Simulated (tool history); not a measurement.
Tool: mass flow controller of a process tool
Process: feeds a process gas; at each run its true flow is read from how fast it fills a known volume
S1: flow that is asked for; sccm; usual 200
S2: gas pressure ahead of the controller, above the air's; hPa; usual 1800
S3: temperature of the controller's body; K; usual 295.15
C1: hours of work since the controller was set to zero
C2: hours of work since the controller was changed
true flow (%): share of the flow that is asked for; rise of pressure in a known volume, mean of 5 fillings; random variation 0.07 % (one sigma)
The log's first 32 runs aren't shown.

Run 33, hour 2534.7: usual settings but S1 54 sccm, S2 1850 hPa; C1 135; C2 2820. Result: true flow (%) 98.30.
Run 34, hour 2613.7: usual settings but S1 105 sccm, S2 2170 hPa; C1 174; C2 2859. Result: true flow (%) 98.09.
Run 35, hour 2665.8: usual settings but S1 105 sccm, S2 2170 hPa; C1 199; C2 2884. Result: true flow (%) 98.08.
Run 36, hour 2746.4: usual settings but S1 117 sccm, S2 1620 hPa, S3 300.15 K; C1 239; C2 2924. Result: true flow (%) 98.16.
Run 37, hour 2843.8: usual settings but S1 76 sccm; C1 286; C2 2971. Result: true flow (%) 98.35.
Run 38, hour 2949.5: usual settings but S1 324 sccm, S2 1740 hPa, S3 302.15 K; C1 338; C2 3023. Result: true flow (%) 98.83.
Run 39, hour 3006.0: usual settings but S1 78 sccm, S2 1700 hPa, S3 302.15 K; C1 365; C2 3051. Result: true flow (%) 98.06.
Run 40, hour 3063.3: usual settings but S1 78 sccm, S2 1700 hPa, S3 309.15 K; C1 393; C2 3079. Result: true flow (%) 97.90.
Run 41, hour 3175.9: usual settings but S1 91 sccm, S2 1440 hPa, S3 303.15 K; C1 448; C2 3134. Result: true flow (%) 98.18.
Run 42, hour 3252.2: usual settings but S1 91 sccm, S2 1440 hPa, S3 303.15 K; C1 486; C2 3171. Result: true flow (%) 98.29.
Run 43, hour 3333.9: usual settings but S1 169 sccm, S2 1510 hPa, S3 300.15 K; C1 526; C2 3211. Result: true flow (%) 98.44.
Run 44, hour 3382.6: usual settings but S1 123 sccm, S2 1430 hPa; C1 550; C2 3235. Result: true flow (%) 98.54.
Run 45, hour 3428.2: usual settings but S1 123 sccm, S2 1430 hPa; C1 572; C2 3257. Result: true flow (%) 98.60.
Run 46, hour 3500.4: usual settings but S1 148 sccm, S2 1430 hPa, S3 300.15 K; C1 607; C2 3292. Result: true flow (%) 98.52.
Run 47, hour 3611.8: usual settings but S1 148 sccm, S2 1430 hPa, S3 300.15 K; C1 662; C2 3347. Result: true flow (%) 98.56.

4 ways to go on from here, each from the tool as it stands after run 47. What would each give?
Run A, hour 3668.2: usual settings but S1 148 sccm, S2 1430 hPa, S3 309.15 K; C1 689; C2 3374. Result: true flow (%) ?.
Run B, hour 3668.2: usual settings but S1 213 sccm, S2 2630 hPa, S3 299.15 K; C1 689; C2 3374. Result: true flow (%) ?.
Run C, hour 3668.2: usual settings but S3 302.15 K; C1 689; C2 3374. Result: true flow (%) ?.
Run D, hour 3668.2: usual settings but S2 1530 hPa; C1 689; C2 3374. Result: true flow (%) ?.

run  true flow (%)
  A          98.05
  B          98.18
  C          98.34
  D          98.79
Without the tool's hidden state the same runs would have given:
run  true flow (%)
  A          98.06
  B          98.33
  C          98.47
  D          98.92

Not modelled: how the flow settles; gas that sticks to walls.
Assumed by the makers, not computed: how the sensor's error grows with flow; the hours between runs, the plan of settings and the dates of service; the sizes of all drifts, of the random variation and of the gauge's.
